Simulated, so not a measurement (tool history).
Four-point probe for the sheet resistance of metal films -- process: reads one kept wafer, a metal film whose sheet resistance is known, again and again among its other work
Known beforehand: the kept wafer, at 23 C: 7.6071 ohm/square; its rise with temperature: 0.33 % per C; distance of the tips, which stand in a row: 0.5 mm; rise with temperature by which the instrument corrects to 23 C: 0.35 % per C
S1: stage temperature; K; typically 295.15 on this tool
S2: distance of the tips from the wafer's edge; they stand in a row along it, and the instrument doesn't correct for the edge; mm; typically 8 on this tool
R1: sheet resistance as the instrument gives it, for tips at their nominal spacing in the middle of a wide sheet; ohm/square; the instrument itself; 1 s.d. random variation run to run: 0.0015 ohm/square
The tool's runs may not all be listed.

Run 1, hour 0: usual settings. Result: R1 7.600911 ohm/square.
Run 2, hour 23.6: usual settings. Result: R1 7.600654 ohm/square.
Run 3, hour 49.8: usual settings. Result: R1 7.598333 ohm/square.
Run 4, hour 94.8: usual settings but S2 10 mm. Result: R1 7.594222 ohm/square.
Run 5, hour 118.6: usual settings but S2 10 mm. Result: R1 7.594507 ohm/square.
Run 6, hour 148.5: usual settings but S2 10 mm. Result: R1 7.595771 ohm/square.
Run 7, hour 194.1: usual settings but S1 292.15 K. Result: R1 7.605408 ohm/square.
Run 8, hour 228.3: usual settings but S1 292.15 K. Result: R1 7.601452 ohm/square.
Run 9, hour 255.8: usual settings but S1 292.15 K. Result: R1 7.60251 ohm/square.
Run 10, hour 290.6: usual settings but S1 292.15 K, S2 48 mm. Result: R1 7.58532 ohm/square.
Run 11, hour 311: usual settings but S1 292.15 K, S2 48 mm. Result: R1 7.585983 ohm/square.
Run 12, hour 335.9: usual settings but S1 306.15 K, S2 63 mm. Result: R1 7.566439 ohm/square.
Run 13, hour 360.7: usual settings but S1 296.15 K. Result: R1 7.597821 ohm/square.
At hour 372: stage's thermometer calibrated.
Run 14, hour 384.8: usual settings but S1 301.15 K, S2 30 mm. Result: R1 7.590232 ohm/square.
Run 15, hour 421.1: usual settings but S1 304.15 K, S2 14 mm. Result: R1 7.588763 ohm/square.
Run 16, hour 463.5: usual settings but S1 293.15 K. Result: R1 7.612688 ohm/square.
Run 17, hour 497.7: usual settings but S1 300.15 K, S2 33 mm. Result: R1 7.589387 ohm/square.
Run 18, hour 525.9: usual settings but S1 291.15 K, S2 17 mm. Result: R1 7.606638 ohm/square.
Run 19, hour 573.2: usual settings but S1 291.15 K, S2 17 mm. Result: R1 7.605088 ohm/square.
Run 20, hour 603.6: usual settings but S1 291.15 K, S2 17 mm. Result: R1 7.605577 ohm/square.
Run 21, hour 638.8: usual settings but S1 294.15 K, S2 19 mm. Result: R1 7.59934 ohm/square.
Run 22, hour 659.2: usual settings but S1 294.15 K, S2 19 mm. Result: R1 7.597367 ohm/square.

What if the next run were any one of these 4? Each begins from the tool's condition after run 22:
Run A, hour 682.7: usual settings but S2 11 mm. Result: R1 ?.
Run B, hour 682.7: usual settings but S1 306.15 K, S2 26 mm. Result: R1 ?.
Run C, hour 682.7: usual settings but S1 291.15 K, S2 19 mm. Result: R1 ?.
Run D, hour 682.7: usual settings but S1 302.15 K, S2 3 mm. Result: R1 ?.

run        R1
  A   7.60246
  B  7.578935
  C   7.60363
  D  7.696208
Without the tool's unlogged condition, the same runs would have read:
run        R1
  A  7.617003
  B  7.593425
  C  7.618179
  D  7.710909
